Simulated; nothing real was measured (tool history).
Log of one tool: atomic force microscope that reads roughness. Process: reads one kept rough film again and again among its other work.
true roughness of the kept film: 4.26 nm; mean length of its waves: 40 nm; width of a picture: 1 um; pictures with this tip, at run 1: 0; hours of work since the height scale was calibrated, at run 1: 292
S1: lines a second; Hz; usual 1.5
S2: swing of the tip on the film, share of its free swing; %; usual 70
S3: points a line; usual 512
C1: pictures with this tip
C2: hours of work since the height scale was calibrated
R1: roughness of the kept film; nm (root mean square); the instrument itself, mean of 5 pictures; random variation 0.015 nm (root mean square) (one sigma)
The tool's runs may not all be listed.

Run 1, hour 0: usual settings; C1 0; C2 292. Result: R1 3.563 nm (root mean square).
Run 2, hour 13.3: usual settings; C1 26; C2 300. Result: R1 3.561 nm (root mean square).
Run 3, hour 44.3: usual settings; C1 86; C2 318. Result: R1 3.453 nm (root mean square).
Run 4, hour 59.7: usual settings; C1 116; C2 327. Result: R1 3.4 nm (root mean square).
Run 5, hour 81.9: usual settings but S2 58 %; C1 159; C2 341. Result: R1 3.579 nm (root mean square).
Run 6, hour 100.6: usual settings but S2 58 %; C1 195; C2 352. Result: R1 3.517 nm (root mean square).
Run 7, hour 127.9: usual settings but S3 590; C1 248; C2 368. Result: R1 3.295 nm (root mean square).
Run 8, hour 146.5: usual settings but S3 590; C1 284; C2 379. Result: R1 3.229 nm (root mean square).
At hour 157.7: new tip fitted.
Run 9, hour 178.9: usual settings but S3 590; C1 41; C2 397. Result: R1 3.489 nm (root mean square).
Run 10, hour 200.2: usual settings but S3 590; C1 82; C2 410. Result: R1 3.443 nm (root mean square).
Run 11, hour 228.5: usual settings but S3 590; C1 137; C2 426. Result: R1 3.391 nm (root mean square).
Run 12, hour 248: usual settings; C1 174; C2 438. Result: R1 3.325 nm (root mean square).
Run 13, hour 277.8: usual settings; C1 232; C2 455. Result: R1 3.277 nm (root mean square).
Run 14, hour 299.8: usual settings but S2 66 %, S3 292; C1 275; C2 468. Result: R1 3.258 nm (root mean square).
At hour 316.6: new tip fitted.
Run 15, hour 322.2: usual settings but S1 2.77 Hz, S2 80 %, S3 257; C1 11; C2 481. Result: R1 2.922 nm (root mean square).
Run 16, hour 343.5: usual settings but S1 0.91 Hz, S2 66 %, S3 884; C1 52; C2 494. Result: R1 3.681 nm (root mean square).
Run 17, hour 370.3: usual settings but S1 1.19 Hz, S2 66 %, S3 487; C1 104; C2 510. Result: R1 3.547 nm (root mean square).
Run 18, hour 398.6: usual settings but S1 1.19 Hz, S2 66 %, S3 487; C1 159; C2 526. Result: R1 3.461 nm (root mean square).
Run 19, hour 424.2: usual settings but S1 1.37 Hz, S2 66 %, S3 661; C1 208; C2 541. Result: R1 3.395 nm (root mean square).
Run 20, hour 455.8: usual settings but S1 1.12 Hz, S2 84 %, S3 924; C1 270; C2 560. Result: R1 3.108 nm (root mean square).
At hour 475.1: new tip fitted.
Run 21, hour 487: usual settings but S1 1.12 Hz, S2 84 %, S3 924; C1 23; C2 578. Result: R1 3.376 nm (root mean square).
Run 22, hour 514.3: usual settings but S1 1.97 Hz, S2 89 %, S3 485; C1 76; C2 594. Result: R1 2.818 nm (root mean square).
Run 23, hour 541.5: usual settings but S1 1.97 Hz, S2 89 %, S3 485; C1 128; C2 610. Result: R1 2.774 nm (root mean square).
Run 24, hour 569.1: usual settings but S2 65 %, S3 297; C1 182; C2 626. Result: R1 3.406 nm (root mean square).

Forecast each of these 5 alternatives for the next run:
Run A, hour 589.2: usual settings but S3 560; C1 221; C2 638. Result: R1 ?.
Run B, hour 589.2: usual settings but S1 1.18 Hz, S3 284; C1 221; C2 638. Result: R1 ?.
Run C, hour 589.2: usual settings but S2 65 %, S3 889; C1 221; C2 638. Result: R1 ?.
Run D, hour 589.2: usual settings but S3 876; C1 221; C2 638. Result: R1 ?.
Run E, hour 589.2: usual settings but S3 749; C1 221; C2 638. Result: R1 ?.

run     R1
  A  3.251
  B  3.309
  C  3.353
  D  3.268
  E  3.266
Without the tool's hidden state the same runs would have given:
run     R1
  A  3.576
  B  3.638
  C  3.688
  D  3.594
  E  3.591
